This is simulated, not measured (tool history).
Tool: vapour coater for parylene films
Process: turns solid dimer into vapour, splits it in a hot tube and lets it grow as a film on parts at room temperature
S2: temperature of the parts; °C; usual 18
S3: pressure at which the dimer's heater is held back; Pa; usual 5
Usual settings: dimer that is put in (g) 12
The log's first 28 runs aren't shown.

run 29 hour=319 | dimer_that_is_put_in_(g)=6 S2=24 S3=8.59 | thickness_of_the_film_(µm)=0.84
run 30 hour=331.6 | dimer_that_is_put_in_(g)=6 S2=24 S3=8.59 | thickness_of_the_film_(µm)=0.87
run 31 hour=341.6 | dimer_that_is_put_in_(g)=20 S2=26 S3=2.8 | thickness_of_the_film_(µm)=3.15
run 32 hour=354.2 | dimer_that_is_put_in_(g)=20 S2=10 S3=5 | thickness_of_the_film_(µm)=5.88
run 33 hour=360.5 | dimer_that_is_put_in_(g)=20 S2=10 S3=5 | thickness_of_the_film_(µm)=5.83
run 34 hour=368.8 | dimer_that_is_put_in_(g)=12 S2=18 S3=7.98 | thickness_of_the_film_(µm)=2.29
run 35 hour=378.6 | dimer_that_is_put_in_(g)=12 S2=18 S3=7.98 | thickness_of_the_film_(µm)=2.31
run 36 hour=391.4 | dimer_that_is_put_in_(g)=9 S2=12 S3=4.3 | thickness_of_the_film_(µm)=2.64
run 37 hour=399.4 | dimer_that_is_put_in_(g)=17 S2=30 S3=4.57 | thickness_of_the_film_(µm)=1.98
run 38 hour=405.5 | dimer_that_is_put_in_(g)=17 S2=30 S3=4.57 | thickness_of_the_film_(µm)=2
run 39 hour=415.2 | dimer_that_is_put_in_(g)=7 S2=17 S3=3.26 | thickness_of_the_film_(µm)=1.68
run 40 hour=421.3 | dimer_that_is_put_in_(g)=7 S2=17 S3=3.26 | thickness_of_the_film_(µm)=1.64
run 41 hour=435.3 | dimer_that_is_put_in_(g)=7 S2=17 S3=3.26 | thickness_of_the_film_(µm)=1.66
run 42 hour=445.2 | dimer_that_is_put_in_(g)=22 S2=18 S3=11.88 | thickness_of_the_film_(µm)=3.9

4 ways to go on from here, each from the tool as it stands after run 42. What would each give?
run A hour=456.9 | dimer_that_is_put_in_(g)=9 S2=12 S3=5.8 | thickness_of_the_film_(µm)=?
run B hour=456.9 | dimer_that_is_put_in_(g)=10 S2=14 S3=3.44 | thickness_of_the_film_(µm)=?
run C hour=456.9 | dimer_that_is_put_in_(g)=10 S2=25 S3=2.43 | thickness_of_the_film_(µm)=?
run D hour=456.9 | dimer_that_is_put_in_(g)=8 S2=10 S3=5 | thickness_of_the_film_(µm)=?

run=A thickness_of_the_film_(µm)=2.45
run=B thickness_of_the_film_(µm)=2.74
run=C thickness_of_the_film_(µm)=1.7
run=D thickness_of_the_film_(µm)=2.38
Without the tool's hidden state the same runs would have given:
run=A thickness_of_the_film_(µm)=2.56
run=B thickness_of_the_film_(µm)=2.86
run=C thickness_of_the_film_(µm)=1.77
run=D thickness_of_the_film_(µm)=2.44

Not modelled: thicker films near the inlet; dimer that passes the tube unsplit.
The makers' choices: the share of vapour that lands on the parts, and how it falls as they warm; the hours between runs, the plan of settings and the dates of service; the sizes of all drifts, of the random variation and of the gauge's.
